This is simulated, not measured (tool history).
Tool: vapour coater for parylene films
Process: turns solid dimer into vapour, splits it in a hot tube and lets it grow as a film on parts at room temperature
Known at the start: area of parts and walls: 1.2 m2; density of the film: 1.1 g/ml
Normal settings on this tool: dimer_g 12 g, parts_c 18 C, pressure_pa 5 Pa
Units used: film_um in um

{"run": 1, "day": 0.0, "dimer_g": 12, "parts_c": 18, "pressure_pa": 5, "film_um": 4.36}
{"run": 2, "day": 1.725, "dimer_g": 12, "parts_c": 18, "pressure_pa": 5, "film_um": 4.31}
{"run": 3, "day": 3.517, "dimer_g": 12, "parts_c": 18, "pressure_pa": 5, "film_um": 4.24}
{"day": 4.0, "done": "trap's valve overhauled"}
{"run": 4, "day": 5.562, "dimer_g": 12, "parts_c": 18, "pressure_pa": 5, "film_um": 4.56}
{"run": 5, "day": 7.046, "dimer_g": 12, "parts_c": 18, "pressure_pa": 5, "film_um": 4.44}
{"run": 6, "day": 9.596, "dimer_g": 12, "parts_c": 24, "pressure_pa": 5, "film_um": 3.45}
{"run": 7, "day": 11.938, "dimer_g": 12, "parts_c": 24, "pressure_pa": 5, "film_um": 3.41}
{"run": 8, "day": 13.933, "dimer_g": 12, "parts_c": 18, "pressure_pa": 5, "film_um": 4.43}
{"run": 9, "day": 15.55, "dimer_g": 12, "parts_c": 18, "pressure_pa": 5, "film_um": 4.4}
{"run": 10, "day": 17.358, "dimer_g": 12, "parts_c": 18, "pressure_pa": 10.74, "film_um": 4.03}
{"run": 11, "day": 20.296, "dimer_g": 12, "parts_c": 18, "pressure_pa": 10.74, "film_um": 4.02}
{"run": 12, "day": 23.362, "dimer_g": 8, "parts_c": 24, "pressure_pa": 11.53, "film_um": 1.99}
{"run": 13, "day": 26.617, "dimer_g": 5, "parts_c": 18, "pressure_pa": 5, "film_um": 1.74}
{"day": 27.246, "done": "trap's valve overhauled"}
{"run": 14, "day": 29.046, "dimer_g": 5, "parts_c": 18, "pressure_pa": 5, "film_um": 1.9}
{"run": 15, "day": 31.446, "dimer_g": 12, "parts_c": 26, "pressure_pa": 9.36, "film_um": 2.93}
{"run": 16, "day": 33.804, "dimer_g": 20, "parts_c": 18, "pressure_pa": 6.42, "film_um": 7.3}
{"run": 17, "day": 35.575, "dimer_g": 7, "parts_c": 25, "pressure_pa": 2.92, "film_um": 2}
{"run": 18, "day": 38.758, "dimer_g": 12, "parts_c": 18, "pressure_pa": 4.89, "film_um": 4.41}
{"run": 19, "day": 40.692, "dimer_g": 6, "parts_c": 25, "pressure_pa": 7.35, "film_um": 1.47}
{"run": 20, "day": 42.633, "dimer_g": 10, "parts_c": 15, "pressure_pa": 5, "film_um": 4.13}

Below, some changes in film_um between adjacent runs. For each, the amount present without the hidden state too (settings, incoming material, random variation) and the amount remaining for the hidden state with gauge scatter not shared by both compared results:
Hidden state at play: vapour lost through the trap's worn valve, %; true temperature of the parts over the reading, C; drift of the gauge itself on film_um, %.
Run 3 -> 4: trap's valve overhauled. film_um +0.32 um: hidden state +0.3, all else +0.02.
Run 15 -> 16: dimer_g 12 -> 20, parts_c 26 -> 18, pressure_pa 9.36 -> 6.42. film_um +4.37 um: hidden state -0.22, all else +4.59.
Run 16 -> 17: dimer_g 20 -> 7, parts_c 18 -> 25, pressure_pa 6.42 -> 2.92. film_um -5.3 um: hidden state +0.21, all else -5.51.

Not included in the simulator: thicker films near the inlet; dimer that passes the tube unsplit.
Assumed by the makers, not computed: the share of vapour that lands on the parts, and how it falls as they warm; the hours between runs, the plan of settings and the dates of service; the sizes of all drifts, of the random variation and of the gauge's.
